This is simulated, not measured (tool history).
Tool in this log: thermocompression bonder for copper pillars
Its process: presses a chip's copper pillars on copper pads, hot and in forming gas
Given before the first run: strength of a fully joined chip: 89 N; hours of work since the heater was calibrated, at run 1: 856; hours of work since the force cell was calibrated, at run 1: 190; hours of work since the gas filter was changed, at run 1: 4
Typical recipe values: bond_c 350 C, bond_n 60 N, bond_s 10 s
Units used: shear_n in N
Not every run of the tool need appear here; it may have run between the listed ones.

run,hour,bond_c,bond_n,bond_s,hours of work since the heater was calibrated,hours of work since the force cell was calibrated,hours of work since the gas filter was changed,shear_n
1,0,350,60,10,856,190,4,53.5
2,12.7,350,60,10,862,196,9,52
3,22.7,350,60,10,866,200,14,53
4,29.7,350,60,10,869,203,17,53.3
5,41.3,350,60,10,874,208,21,52.7
6,52.2,350,60,10,879,212,26,54
7,60.7,350,60,10,883,216,30,52.9
8,67.3,350,60,10,885,219,33,52.1
9,73.8,350,61,10,888,222,35,54.5
10,81.6,350,61,10,891,225,39,51.4
# hour 84.4: heater calibrated with a thermocouple chip
11,90.8,350,61,10,3,228,42,52.8
12,98.4,350,61,10,6,231,45,50.8
13,106.9,355,49,25,10,235,49,62.6
# hour 113.4: heater calibrated with a thermocouple chip, once more
14,117.8,355,49,25,2,239,53,67.4
15,128.4,355,49,25,6,243,57,65.5

Estimate the outcome of run 16 from the log above:
16,139.3,355,49,25,11,248,62,?

{"run 16": {"shear_n": 67.2}}
Had the tool carried no hidden state, the very same run would have given shear_n 67.8 N.
